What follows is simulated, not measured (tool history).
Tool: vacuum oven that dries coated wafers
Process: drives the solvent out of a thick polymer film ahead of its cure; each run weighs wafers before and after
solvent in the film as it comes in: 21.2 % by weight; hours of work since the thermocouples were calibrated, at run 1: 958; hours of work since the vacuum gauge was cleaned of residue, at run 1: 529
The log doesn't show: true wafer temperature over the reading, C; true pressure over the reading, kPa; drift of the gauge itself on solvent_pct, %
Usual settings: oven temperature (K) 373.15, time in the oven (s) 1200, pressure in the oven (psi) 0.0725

run   hour  oven temperature (K)  time in the oven (s)  pressure in the oven (psi)  hours of work since the thermocouples were calibrated  hours of work since the vacuum gauge was cleaned of residue  solvent left in the film (%)
  1    0.0                373.15                  1200                      0.0725                                                    958                                                          529                          2.37
  2   62.2                373.15                  1200                      0.1018                                                   1003                                                          574                          2.62
      91.1  -- oven's thermocouples calibrated
  3  146.6                373.15                  1200                      0.1018                                                     40                                                          633                          2.17
  4  229.3                373.15                  1200                      0.1018                                                    100                                                          693                          2.15
  5  268.5                373.15                  1200                      0.1018                                                    128                                                          721                          2.15
     277.9  -- vacuum gauge cleaned of residue and calibrated
  6  318.9                373.15                  1200                      0.1018                                                    163                                                           30                          2.37
  7  404.3                373.15                   960                      0.0725                                                    224                                                           91                          3.03
  8  460.0                366.15                  2100                      0.2331                                                    265                                                          131                          3.09
  9  508.1                379.15                  1200                      0.0986                                                    299                                                          166                          1.24
 10  573.9                364.15                  1020                      0.0612                                                    347                                                          213                          6.78
 11  648.8                364.15                  1020                      0.0612                                                    401                                                          267                          6.78
     731.8  -- vacuum gauge cleaned of residue and calibrated, once more
 12  736.2                388.15                   780                      0.0612                                                    462                                                            3                          0.37
 13  779.7                388.15                   780                      0.0933                                                    494                                                           35                          0.55
 14  852.7                366.15                   780                      0.1883                                                    546                                                           87                          7.68

Hidden state at the last listed run before each entry between runs and at the first one after, where it differs:
Between runs 2 and 3: oven's thermocouples calibrated (hour 91.1)
  true wafer temperature over the reading, C: -1.5 -> -0.02; true pressure over the reading, kPa: 0.249 -> 0.276
  measured less the result without the state, solvent left in the film (%): +0.61 -> +0.19
Between runs 5 and 6: vacuum gauge cleaned of residue and calibrated (hour 277.9)
  true wafer temperature over the reading, C: -0.15 -> -0.2; true pressure over the reading, kPa: 0.316 -> 0.394
  measured less the result without the state, solvent left in the film (%): +0.24 -> +0.31
Between runs 11 and 12: vacuum gauge cleaned of residue and calibrated, once more (hour 731.8)
  true wafer temperature over the reading, C: -0.54 -> -0.63; true pressure over the reading, kPa: 0.503 -> 0.015
  measured less the result without the state, solvent left in the film (%): +0.62 -> +0.05

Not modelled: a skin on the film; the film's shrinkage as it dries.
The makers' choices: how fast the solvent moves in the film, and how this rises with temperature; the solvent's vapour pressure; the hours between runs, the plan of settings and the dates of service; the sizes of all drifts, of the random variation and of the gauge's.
